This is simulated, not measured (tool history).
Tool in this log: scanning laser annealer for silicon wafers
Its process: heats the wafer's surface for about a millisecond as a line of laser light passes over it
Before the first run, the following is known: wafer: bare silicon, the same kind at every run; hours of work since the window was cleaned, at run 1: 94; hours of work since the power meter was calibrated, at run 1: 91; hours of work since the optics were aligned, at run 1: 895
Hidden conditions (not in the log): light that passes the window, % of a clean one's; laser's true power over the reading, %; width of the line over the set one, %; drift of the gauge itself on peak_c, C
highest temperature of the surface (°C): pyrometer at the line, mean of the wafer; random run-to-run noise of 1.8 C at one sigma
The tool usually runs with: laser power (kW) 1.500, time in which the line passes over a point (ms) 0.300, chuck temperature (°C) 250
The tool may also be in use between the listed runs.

| run | day | laser power (kW) | time in which the line passes over a point (ms) | chuck temperature (°C) | hours of work since the window was cleaned | hours of work since the power meter was calibrated | hours of work since the optics were aligned | highest temperature of the surface (°C) |
|---|---|---|---|---|---|---|---|---|
| 1 | 0.000 | 1.500 | 0.300 | 250 | 94 | 91 | 895 | 1006 |
| 2 | 0.371 | 1.500 | 0.300 | 250 | 97 | 95 | 899 | 1004 |
| 3 | 0.871 | 1.500 | 0.300 | 250 | 102 | 100 | 904 | 1007 |
| 4 | 1.317 | 1.500 | 0.300 | 250 | 107 | 104 | 909 | 1004 |
| 5 | 1.575 | 1.500 | 0.300 | 250 | 110 | 107 | 911 | 1001 |
| 6 | 2.112 | 1.500 | 0.300 | 250 | 115 | 112 | 917 | 1002 |
| 7 | 2.525 | 1.500 | 0.300 | 250 | 119 | 116 | 921 | 1004 |
| 8 | 2.771 | 1.555 | 0.300 | 250 | 122 | 119 | 923 | 1033 |
| 9 | 3.183 | 1.301 | 0.379 | 221 | 126 | 123 | 928 | 935 |
| 10 | 3.588 | 1.319 | 0.300 | 259 | 130 | 127 | 932 | 904 |
| 11 | 4.112 | 1.319 | 0.300 | 259 | 135 | 133 | 937 | 906 |
| 12 | 4.654 | 1.460 | 0.307 | 230 | 141 | 138 | 942 | 963 |
| 13 | 5.146 | 1.460 | 0.307 | 230 | 146 | 143 | 947 | 964 |
| 14 | 5.412 | 1.504 | 0.219 | 252 | 149 | 146 | 950 | 894 |

5 options for the next run, each taken on its own from the tool as it stands now. Forecast them:
| A | 5.917 | 1.531 | 0.341 | 266 | 154 | 151 | 955 | ? |
| B | 5.917 | 1.527 | 0.248 | 252 | 154 | 151 | 955 | ? |
| C | 5.917 | 1.386 | 0.301 | 218 | 154 | 151 | 955 | ? |
| D | 5.917 | 1.337 | 0.308 | 240 | 154 | 151 | 955 | ? |
| E | 5.917 | 1.500 | 0.231 | 250 | 154 | 151 | 955 | ? |

| run | highest temperature of the surface (°C) |
|---|---|
| A | 1076 |
| B | 947 |
| C | 901 |
| D | 903 |
| E | 908 |
Without the tool's unlogged condition, the same runs would have read:
| run | highest temperature of the surface (°C) |
|---|---|
| A | 1113 |
| B | 978 |
| C | 932 |
| D | 933 |
| E | 938 |

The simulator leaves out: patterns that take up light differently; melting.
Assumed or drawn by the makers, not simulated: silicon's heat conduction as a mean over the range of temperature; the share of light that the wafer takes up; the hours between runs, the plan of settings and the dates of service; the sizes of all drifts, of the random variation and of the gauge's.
